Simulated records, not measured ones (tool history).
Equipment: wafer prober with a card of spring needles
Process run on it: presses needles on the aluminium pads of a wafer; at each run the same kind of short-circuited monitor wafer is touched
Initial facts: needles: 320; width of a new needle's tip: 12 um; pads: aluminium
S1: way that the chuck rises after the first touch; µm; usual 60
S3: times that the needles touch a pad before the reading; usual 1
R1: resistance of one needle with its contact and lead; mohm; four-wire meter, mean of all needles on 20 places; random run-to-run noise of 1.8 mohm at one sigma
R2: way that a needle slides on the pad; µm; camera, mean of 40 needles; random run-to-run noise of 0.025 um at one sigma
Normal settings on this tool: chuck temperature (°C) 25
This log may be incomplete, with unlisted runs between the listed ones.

run 1 hour=0 | S1=60 chuck_temperature_(°C)=25 S3=1 | R1=198 R2=12.73
-- hour=7.9 tips cleaned on abrasive film
run 2 hour=8.4 | S1=42 chuck_temperature_(°C)=25 S3=1 | R1=237 R2=8.85
run 3 hour=19.1 | S1=71 chuck_temperature_(°C)=25 S3=1 | R1=213 R2=15.03
run 4 hour=24 | S1=71 chuck_temperature_(°C)=25 S3=1 | R1=212 R2=15.06
-- hour=24.9 tips cleaned on abrasive film, once more
run 5 hour=30 | S1=71 chuck_temperature_(°C)=25 S3=1 | R1=188 R2=14.98
run 6 hour=37.3 | S1=71 chuck_temperature_(°C)=25 S3=1 | R1=192 R2=15.06
-- hour=46 tips cleaned on abrasive film
run 7 hour=47.7 | S1=62 chuck_temperature_(°C)=25 S3=1 | R1=184 R2=13.09

The next listed run, before its measurement:
run 8 hour=53.7 | S1=77 chuck_temperature_(°C)=57 S3=1 | R1=? R2=?

R1: 198 mohm
R2: 16.27 µm
On a tool with no hidden condition, and with the same random variation, this run would have come out at R1 185 mohm, R2 16.44 µm.
